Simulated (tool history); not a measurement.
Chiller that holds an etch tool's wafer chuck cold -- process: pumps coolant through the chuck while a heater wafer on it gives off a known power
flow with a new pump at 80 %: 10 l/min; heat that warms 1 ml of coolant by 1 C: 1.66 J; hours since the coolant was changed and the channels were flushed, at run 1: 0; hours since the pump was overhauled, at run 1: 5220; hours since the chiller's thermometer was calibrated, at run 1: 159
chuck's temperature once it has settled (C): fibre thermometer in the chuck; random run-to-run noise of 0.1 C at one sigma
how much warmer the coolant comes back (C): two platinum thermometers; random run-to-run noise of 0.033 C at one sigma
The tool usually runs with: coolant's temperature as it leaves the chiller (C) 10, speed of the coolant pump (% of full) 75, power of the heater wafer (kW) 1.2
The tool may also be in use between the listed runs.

run	hour	coolant's temperature as it leaves the chiller (C)	speed of the coolant pump (% of full)	power of the heater wafer (kW)	hours since the coolant was changed and the channels were flushed	hours since the pump was overhauled	hours since the chiller's thermometer was calibrated	chuck's temperature once it has settled (C)	how much warmer the coolant comes back (C)
1	0	10	75	1.2	0	5220	159	20.7	4.58
2	137.3	7	75	1.2	137	5358	296	17.8	4.62
3	277.5	7	75	1.2	277	5498	436	17.8	4.64
4	393.8	7	75	1.2	394	5614	553	17.8	4.81
5	482.7	7	75	1.2	483	5703	642	17.7	4.81
6	564.3	10	75	1.2	564	5784	723	20.6	4.8
7	645.3	10	75	1.2	645	5865	804	20.7	4.8
8	740.1	10	75	1.2	740	5960	899	20.5	4.87
9	864.7	10	79	0.938	865	6085	1024	18.2	3.72
10	938.3	10	79	0.938	938	6158	1097	18.2	3.74
11	1022.6	17	100	1.366	1023	6243	1181	27.4	4.35
12	1121.4	3	84	0.643	1121	6342	1280	8.2	2.56
13	1230.6	3	84	0.643	1231	6451	1389	8.6	2.64
14	1328.3	18	84	1.259	1328	6549	1487	28.4	4.79

Predict the results of run 15:
# hour 1407: gauge calibrated
15	1430.6	18	84	0.933	1431	6651	1589	?	?

{"run 15": {"chuck's temperature once it has settled (C)": 25.6, "how much warmer the coolant comes back (C)": 3.22}}
On a tool with no hidden condition, and with the same random variation, this run would have come out at chuck's temperature once it has settled (C) 25.6, how much warmer the coolant comes back (C) 3.21.
